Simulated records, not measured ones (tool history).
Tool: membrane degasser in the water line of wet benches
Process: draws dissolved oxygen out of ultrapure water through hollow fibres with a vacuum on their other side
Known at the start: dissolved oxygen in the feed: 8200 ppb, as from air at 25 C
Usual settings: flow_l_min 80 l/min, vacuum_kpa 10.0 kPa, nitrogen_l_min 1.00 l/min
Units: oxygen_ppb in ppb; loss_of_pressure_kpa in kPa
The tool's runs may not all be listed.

| run | day | flow_l_min | vacuum_kpa | nitrogen_l_min | oxygen_ppb | loss_of_pressure_kpa |
|---|---|---|---|---|---|---|
| 1 | 0.000 | 80 | 10.0 | 1.00 | 843.4 | 51.49 |
| 2 | 1.933 | 80 | 10.0 | 1.00 | 850.6 | 51.56 |
| 3 | 4.317 | 80 | 6.7 | 1.00 | 458.8 | 51.83 |
| 4 | 6.658 | 80 | 10.0 | 1.00 | 856.6 | 52.11 |
| 5 | 8.179 | 80 | 10.0 | 1.00 | 857.4 | 51.68 |
| 6 | 10.817 | 80 | 10.0 | 1.00 | 852.8 | 51.70 |
| 7 | 12.983 | 80 | 10.0 | 1.00 | 846.3 | 51.66 |
| 8 | 14.704 | 80 | 10.0 | 1.00 | 845.2 | 51.92 |
| 9 | 16.233 | 80 | 10.1 | 1.00 | 858.5 | 51.59 |
| 10 | 17.317 | 80 | 10.1 | 1.70 | 609.8 | 51.92 |
| 11 | 18.671 | 80 | 10.1 | 1.70 | 612.1 | 52.10 |
| 12 | 21.125 | 80 | 8.6 | 1.00 | 694.4 | 52.01 |
| 13 | 22.408 | 80 | 8.6 | 1.00 | 696.7 | 52.11 |
| 14 | 23.767 | 80 | 10.0 | 1.00 | 850.6 | 51.84 |
| 15 | 25.871 | 80 | 10.0 | 1.00 | 852.0 | 51.93 |
| 16 | 28.508 | 80 | 10.0 | 1.00 | 848.8 | 51.95 |
| 17 | 30.721 | 69 | 13.2 | 2.09 | 650.6 | 44.50 |
| 18 | 32.417 | 69 | 13.2 | 2.09 | 646.3 | 44.55 |
| 19 | 34.950 | 80 | 10.0 | 0.75 | 1024.8 | 51.82 |
| 20 | 37.358 | 64 | 13.1 | 0.75 | 1254.6 | 41.57 |
| 21 | 38.629 | 64 | 13.1 | 0.75 | 1248.1 | 41.63 |
| 22 | 40.758 | 100 | 13.1 | 1.07 | 1314.2 | 64.91 |
| 23 | 43.292 | 110 | 6.5 | 1.07 | 506.1 | 71.44 |
| 24 | 45.175 | 110 | 6.5 | 1.07 | 509.1 | 70.93 |
| 25 | 47.862 | 58 | 10.0 | 0.72 | 844.4 | 37.36 |
| 26 | 50.233 | 101 | 24.5 | 1.00 | 2621.7 | 65.57 |
| 27 | 51.800 | 112 | 16.2 | 2.27 | 1118.4 | 73.13 |
| 28 | 53.017 | 80 | 23.7 | 1.84 | 1517.7 | 52.12 |
| 29 | 55.275 | 80 | 23.7 | 1.84 | 1510.6 | 51.64 |
| 30 | 56.612 | 80 | 6.3 | 1.45 | 317.4 | 51.84 |
| 31 | 59.154 | 53 | 13.0 | 0.47 | 1434.2 | 34.30 |
| 32 | 60.729 | 80 | 8.8 | 1.00 | 705.1 | 51.84 |

Not shown: 2 entries that the log had between the listed runs. Between which runs, and how does the tool's hidden state differ before and after?
Between runs 18 and 19: vacuum gauge calibrated (day 32.571)
  membrane still open, %: 98.5 -> 98.4; true pressure behind the membrane over the reading, kPa: 0.09 -> 0.12; air that leaks in behind the membrane, l/min: 0.0082 -> 0.0083
  measured less the result without the state, oxygen_ppb: +6.0 -> +14.9 ppb; loss_of_pressure_kpa: +0.69 -> +0.82 kPa
Between runs 21 and 22: vacuum gauge calibrated, once more (day 39.746)
  membrane still open, %: 98.4 -> 98.3; true pressure behind the membrane over the reading, kPa: 0.13 -> 0; air that leaks in behind the membrane, l/min: 0.0084 -> 0.0085
  measured less the result without the state, oxygen_ppb: +12.2 -> -1.0 ppb; loss_of_pressure_kpa: +0.67 -> +1.08 kPa

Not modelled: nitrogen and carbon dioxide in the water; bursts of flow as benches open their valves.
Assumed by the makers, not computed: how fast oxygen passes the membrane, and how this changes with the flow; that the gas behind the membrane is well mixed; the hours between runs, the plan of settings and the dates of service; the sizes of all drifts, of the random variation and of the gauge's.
